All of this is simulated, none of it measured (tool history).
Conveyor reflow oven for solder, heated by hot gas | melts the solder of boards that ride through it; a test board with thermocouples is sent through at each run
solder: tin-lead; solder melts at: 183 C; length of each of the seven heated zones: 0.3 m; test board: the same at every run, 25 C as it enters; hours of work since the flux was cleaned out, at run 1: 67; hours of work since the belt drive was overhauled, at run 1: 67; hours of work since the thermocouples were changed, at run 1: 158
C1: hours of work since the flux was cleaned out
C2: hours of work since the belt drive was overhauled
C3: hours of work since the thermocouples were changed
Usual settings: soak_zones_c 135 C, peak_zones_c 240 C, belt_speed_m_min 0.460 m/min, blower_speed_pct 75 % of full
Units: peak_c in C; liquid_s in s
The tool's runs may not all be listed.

{"run": 1, "hour": 0.0, "soak_zones_c": 135, "peak_zones_c": 240, "belt_speed_m_min": 0.46, "blower_speed_pct": 75, "C1": 67, "C2": 67, "C3": 158, "peak_c": 222.3, "liquid_s": 62.0}
{"run": 2, "hour": 73.8, "soak_zones_c": 148, "peak_zones_c": 240, "belt_speed_m_min": 0.46, "blower_speed_pct": 75, "C1": 101, "C2": 101, "C3": 192, "peak_c": 225.2, "liquid_s": 67.9}
{"run": 3, "hour": 119.8, "soak_zones_c": 148, "peak_zones_c": 240, "belt_speed_m_min": 0.46, "blower_speed_pct": 75, "C1": 122, "C2": 122, "C3": 213, "peak_c": 224.5, "liquid_s": 67.9}
{"run": 4, "hour": 187.6, "soak_zones_c": 148, "peak_zones_c": 240, "belt_speed_m_min": 0.46, "blower_speed_pct": 75, "C1": 153, "C2": 153, "C3": 244, "peak_c": 223.4, "liquid_s": 68.1}
{"run": 5, "hour": 242.2, "soak_zones_c": 135, "peak_zones_c": 240, "belt_speed_m_min": 0.46, "blower_speed_pct": 75, "C1": 178, "C2": 178, "C3": 269, "peak_c": 221.5, "liquid_s": 62.1}
{"run": 6, "hour": 283.2, "soak_zones_c": 135, "peak_zones_c": 240, "belt_speed_m_min": 0.46, "blower_speed_pct": 75, "C1": 197, "C2": 197, "C3": 288, "peak_c": 221.2, "liquid_s": 62.2}
{"hour": 317.8, "done": "flux residue cleaned out of gas plates and filters"}
{"run": 7, "hour": 327.4, "soak_zones_c": 135, "peak_zones_c": 240, "belt_speed_m_min": 0.46, "blower_speed_pct": 75, "C1": 4, "C2": 215, "C3": 306, "peak_c": 223.1, "liquid_s": 61.9}
{"run": 8, "hour": 384.5, "soak_zones_c": 135, "peak_zones_c": 240, "belt_speed_m_min": 0.46, "blower_speed_pct": 75, "C1": 31, "C2": 241, "C3": 332, "peak_c": 222.8, "liquid_s": 61.6}
{"run": 9, "hour": 430.9, "soak_zones_c": 135, "peak_zones_c": 240, "belt_speed_m_min": 0.46, "blower_speed_pct": 75, "C1": 52, "C2": 263, "C3": 353, "peak_c": 222.9, "liquid_s": 62.2}
{"run": 10, "hour": 485.1, "soak_zones_c": 135, "peak_zones_c": 240, "belt_speed_m_min": 0.46, "blower_speed_pct": 75, "C1": 77, "C2": 287, "C3": 378, "peak_c": 222.0, "liquid_s": 62.2}
{"run": 11, "hour": 544.3, "soak_zones_c": 135, "peak_zones_c": 240, "belt_speed_m_min": 0.46, "blower_speed_pct": 75, "C1": 104, "C2": 314, "C3": 405, "peak_c": 221.9, "liquid_s": 62.3}
{"run": 12, "hour": 608.1, "soak_zones_c": 135, "peak_zones_c": 240, "belt_speed_m_min": 0.46, "blower_speed_pct": 75, "C1": 133, "C2": 344, "C3": 435, "peak_c": 222.1, "liquid_s": 61.8}
{"run": 13, "hour": 651.3, "soak_zones_c": 135, "peak_zones_c": 240, "belt_speed_m_min": 0.46, "blower_speed_pct": 75, "C1": 153, "C2": 363, "C3": 454, "peak_c": 221.8, "liquid_s": 61.9}
{"hour": 659.3, "done": "belt drive overhauled, speed set with a stopwatch"}
{"run": 14, "hour": 733.9, "soak_zones_c": 137, "peak_zones_c": 240, "belt_speed_m_min": 0.46, "blower_speed_pct": 75, "C1": 189, "C2": 34, "C3": 490, "peak_c": 222.6, "liquid_s": 64.3}
{"hour": 763.0, "done": "thermocouples of zones 6 and 7 changed"}
{"hour": 789.7, "done": "flux residue cleaned out of gas plates and filters"}
{"run": 15, "hour": 815.1, "soak_zones_c": 137, "peak_zones_c": 240, "belt_speed_m_min": 0.46, "blower_speed_pct": 75, "C1": 12, "C2": 68, "C3": 22, "peak_c": 223.8, "liquid_s": 64.9}
{"run": 16, "hour": 851.2, "soak_zones_c": 136, "peak_zones_c": 247, "belt_speed_m_min": 0.473, "blower_speed_pct": 75, "C1": 28, "C2": 85, "C3": 38, "peak_c": 229.0, "liquid_s": 66.0}
{"run": 17, "hour": 931.7, "soak_zones_c": 130, "peak_zones_c": 240, "belt_speed_m_min": 0.46, "blower_speed_pct": 81, "C1": 65, "C2": 122, "C3": 75, "peak_c": 223.2, "liquid_s": 62.5}
{"run": 18, "hour": 1007.6, "soak_zones_c": 141, "peak_zones_c": 229, "belt_speed_m_min": 0.548, "blower_speed_pct": 64, "C1": 100, "C2": 156, "C3": 110, "peak_c": 208.1, "liquid_s": 42.0}
{"run": 19, "hour": 1046.6, "soak_zones_c": 127, "peak_zones_c": 229, "belt_speed_m_min": 0.453, "blower_speed_pct": 78, "C1": 118, "C2": 174, "C3": 128, "peak_c": 213.0, "liquid_s": 53.4}
{"run": 20, "hour": 1129.9, "soak_zones_c": 135, "peak_zones_c": 240, "belt_speed_m_min": 0.396, "blower_speed_pct": 75, "C1": 156, "C2": 212, "C3": 166, "peak_c": 227.5, "liquid_s": 77.8}
{"hour": 1149.5, "done": "belt drive overhauled, speed set with a stopwatch, once more"}
{"run": 21, "hour": 1182.4, "soak_zones_c": 135, "peak_zones_c": 240, "belt_speed_m_min": 0.396, "blower_speed_pct": 75, "C1": 178, "C2": 15, "C3": 188, "peak_c": 226.3, "liquid_s": 75.6}
{"run": 22, "hour": 1228.5, "soak_zones_c": 135, "peak_zones_c": 240, "belt_speed_m_min": 0.396, "blower_speed_pct": 75, "C1": 199, "C2": 36, "C3": 209, "peak_c": 227.1, "liquid_s": 75.8}
{"hour": 1261.3, "done": "flux residue cleaned out of gas plates and filters"}
{"run": 23, "hour": 1278.5, "soak_zones_c": 135, "peak_zones_c": 234, "belt_speed_m_min": 0.431, "blower_speed_pct": 70, "C1": 8, "C2": 57, "C3": 230, "peak_c": 218.6, "liquid_s": 63.2}
{"run": 24, "hour": 1354.7, "soak_zones_c": 134, "peak_zones_c": 234, "belt_speed_m_min": 0.535, "blower_speed_pct": 52, "C1": 43, "C2": 92, "C3": 265, "peak_c": 207.3, "liquid_s": 39.2}
{"run": 25, "hour": 1412.2, "soak_zones_c": 137, "peak_zones_c": 242, "belt_speed_m_min": 0.486, "blower_speed_pct": 54, "C1": 69, "C2": 118, "C3": 291, "peak_c": 219.2, "liquid_s": 55.7}
{"run": 26, "hour": 1481.6, "soak_zones_c": 135, "peak_zones_c": 232, "belt_speed_m_min": 0.475, "blower_speed_pct": 52, "C1": 101, "C2": 150, "C3": 323, "peak_c": 210.3, "liquid_s": 48.9}
{"run": 27, "hour": 1558.9, "soak_zones_c": 135, "peak_zones_c": 232, "belt_speed_m_min": 0.475, "blower_speed_pct": 52, "C1": 136, "C2": 185, "C3": 358, "peak_c": 210.0, "liquid_s": 48.8}
{"run": 28, "hour": 1642.6, "soak_zones_c": 135, "peak_zones_c": 232, "belt_speed_m_min": 0.475, "blower_speed_pct": 52, "C1": 175, "C2": 224, "C3": 396, "peak_c": 209.9, "liquid_s": 48.3}
{"hour": 1726.5, "done": "flux residue cleaned out of gas plates and filters"}
{"run": 29, "hour": 1728.8, "soak_zones_c": 135, "peak_zones_c": 232, "belt_speed_m_min": 0.475, "blower_speed_pct": 52, "C1": 1, "C2": 261, "C3": 434, "peak_c": 210.3, "liquid_s": 49.7}

Hidden state or all else? Some run-to-run changes of peak_c, split into what the settings, what came in and random variation would give without the hidden state, and what is left for the hidden state (with any gauge scatter that isn't in both results):
The hidden state here: heat that the gas passes to the board, % of a clean oven's; belt's true speed, % of the reading; true gas temperature in zones 6 and 7 over the reading, C; drift of the gauge itself on peak_c, C; drift of the gauge itself on liquid_s, %.
Run 6 -> 7: flux residue cleaned out of gas plates and filters. peak_c +1.9 C: hidden state +1.0, all else +0.9.
Run 14 -> 15: thermocouples of zones 6 and 7 changed, flux residue cleaned out of gas plates and filters. peak_c +1.2 C: hidden state +1.6, all else -0.4.
Run 17 -> 18: soak_zones_c 130 -> 141, peak_zones_c 240 -> 229, belt_speed_m_min 0.460 -> 0.548, blower_speed_pct 81 -> 64. peak_c -15.1 C: hidden state -0.1, all else -15.0.
Run 19 -> 20: soak_zones_c 127 -> 135, peak_zones_c 229 -> 240, belt_speed_m_min 0.453 -> 0.396, blower_speed_pct 78 -> 75. peak_c +14.5 C: hidden state -0.2, all else +14.7.
